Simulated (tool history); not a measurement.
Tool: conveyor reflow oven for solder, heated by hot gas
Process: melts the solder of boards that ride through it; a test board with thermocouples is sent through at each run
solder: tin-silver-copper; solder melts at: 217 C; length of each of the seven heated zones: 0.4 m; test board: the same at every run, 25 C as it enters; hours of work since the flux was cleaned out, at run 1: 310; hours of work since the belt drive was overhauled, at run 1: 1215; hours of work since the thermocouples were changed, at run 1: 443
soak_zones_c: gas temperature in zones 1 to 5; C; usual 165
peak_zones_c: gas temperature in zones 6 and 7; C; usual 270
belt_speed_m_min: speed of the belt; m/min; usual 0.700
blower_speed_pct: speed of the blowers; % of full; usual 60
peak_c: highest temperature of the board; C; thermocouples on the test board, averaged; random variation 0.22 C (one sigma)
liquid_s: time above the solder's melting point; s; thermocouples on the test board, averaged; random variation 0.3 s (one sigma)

run	hour	soak_zones_c	peak_zones_c	belt_speed_m_min	blower_speed_pct	hours of work since the flux was cleaned out	hours of work since the belt drive was overhauled	hours of work since the thermocouples were changed	peak_c	liquid_s
1	0.0	165	270	0.700	60	310	1215	443	253.4	50.6
2	60.5	165	270	0.700	51	336	1241	470	250.2	47.9
# hour 153.1: flux residue cleaned out of gas plates and filters
3	158.2	165	270	0.621	60	2	1282	510	259.3	62.2
4	213.0	165	270	0.621	60	26	1306	534	259.3	62.2
5	303.1	165	270	0.700	68	66	1346	574	257.7	54.4
6	356.3	165	270	0.700	68	89	1369	597	257.6	53.5
7	413.9	165	270	0.700	68	114	1394	622	257.6	54.0
8	516.3	165	270	0.700	68	159	1439	667	257.3	54.0
9	618.1	165	270	0.700	60	204	1484	712	255.3	52.5
# hour 719.9: thermocouples of zones 6 and 7 changed
10	719.9	165	270	0.700	60	248	1528	0	252.6	50.5
11	762.8	165	270	0.700	60	267	1546	19	252.4	50.0
# hour 793.5: belt drive overhauled, speed set with a stopwatch
12	820.1	165	270	0.700	60	290	12	42	251.6	47.3
13	880.1	165	274	0.700	60	316	38	69	254.9	49.4
14	952.2	165	274	0.700	60	348	70	100	254.6	49.7
# hour 1017.3: flux residue cleaned out of gas plates and filters
15	1017.3	165	274	0.793	60	0	96	126	252.7	42.1
16	1116.7	165	274	0.793	60	44	140	170	252.0	42.2
17	1207.7	164	270	0.643	60	83	179	210	255.8	55.9
18	1292.5	164	274	0.643	60	121	217	247	259.6	57.5
19	1350.6	164	274	0.643	60	146	242	273	259.1	58.5
20	1449.4	164	274	0.643	60	190	285	316	259.3	58.6
21	1542.2	165	270	0.688	60	230	326	357	253.5	50.7
22	1625.9	159	270	0.700	86	267	363	393	258.9	52.1
23	1682.9	168	270	0.831	86	292	388	418	254.1	43.0
24	1753.4	176	270	0.831	86	323	419	449	255.5	45.5
25	1820.2	176	270	0.831	86	352	448	479	255.2	46.1
# hour 1884.3: flux residue cleaned out of gas plates and filters
26	1925.1	176	270	0.831	86	18	492	522	258.1	47.4
27	2017.3	171	264	0.831	86	58	532	563	251.7	43.1
28	2101.8	171	264	0.831	86	95	569	600	251.9	42.9
29	2175.7	168	278	0.791	51	128	602	632	253.9	43.6
30	2237.1	179	270	0.700	70	155	629	659	259.4	58.6
31	2337.6	179	270	0.746	83	199	673	703	260.3	55.2

Hidden state at the last listed run before each entry between runs and at the first one after, where it differs:
Between runs 2 and 3: flux residue cleaned out of gas plates and filters (hour 153.1)
  heat that the gas passes to the board, % of a clean oven's: 90.8 -> 99.6; belt's true speed, % of the reading: 97.51 -> 97.42; true gas temperature in zones 6 and 7 over the reading, C: 1.7 -> 1.86
  measured less the result without the state, peak_c: +0.5 -> +2.4 C; liquid_s: +1.3 -> +3.2 s
Between runs 9 and 10: thermocouples of zones 6 and 7 changed (hour 719.9)
  heat that the gas passes to the board, % of a clean oven's: 94.4 -> 93.2; belt's true speed, % of the reading: 96.99 -> 96.9; true gas temperature in zones 6 and 7 over the reading, C: 2.59 -> -0.24
  measured less the result without the state, peak_c: +2.1 -> -0.6 C; liquid_s: +2.7 -> +1.0 s
Between runs 11 and 12: belt drive overhauled, speed set with a stopwatch (hour 793.5)
  heat that the gas passes to the board, % of a clean oven's: 92.8 -> 92.1; belt's true speed, % of the reading: 96.86 -> 100; true gas temperature in zones 6 and 7 over the reading, C: -0.16 -> -0.08
  measured less the result without the state, peak_c: -0.7 -> -1.9 C; liquid_s: +1.1 -> -1.7 s
Between runs 14 and 15: flux residue cleaned out of gas plates and filters (hour 1017.3)
  heat that the gas passes to the board, % of a clean oven's: 90.7 -> 99.7; belt's true speed, % of the reading: 99.88 -> 99.82; true gas temperature in zones 6 and 7 over the reading, C: 0.14 -> 0.25
  measured less the result without the state, peak_c: -2.1 -> +0.2 C; liquid_s: -1.6 -> +0.1 s
Between runs 25 and 26: flux residue cleaned out of gas plates and filters (hour 1884.3)
  heat that the gas passes to the board, % of a clean oven's: 90.7 -> 99.4; belt's true speed, % of the reading: 99.09 -> 99; true gas temperature in zones 6 and 7 over the reading, C: 1.53 -> 1.68
  measured less the result without the state, peak_c: -1.0 -> +1.6 C; liquid_s: -0.5 -> +1.2 s
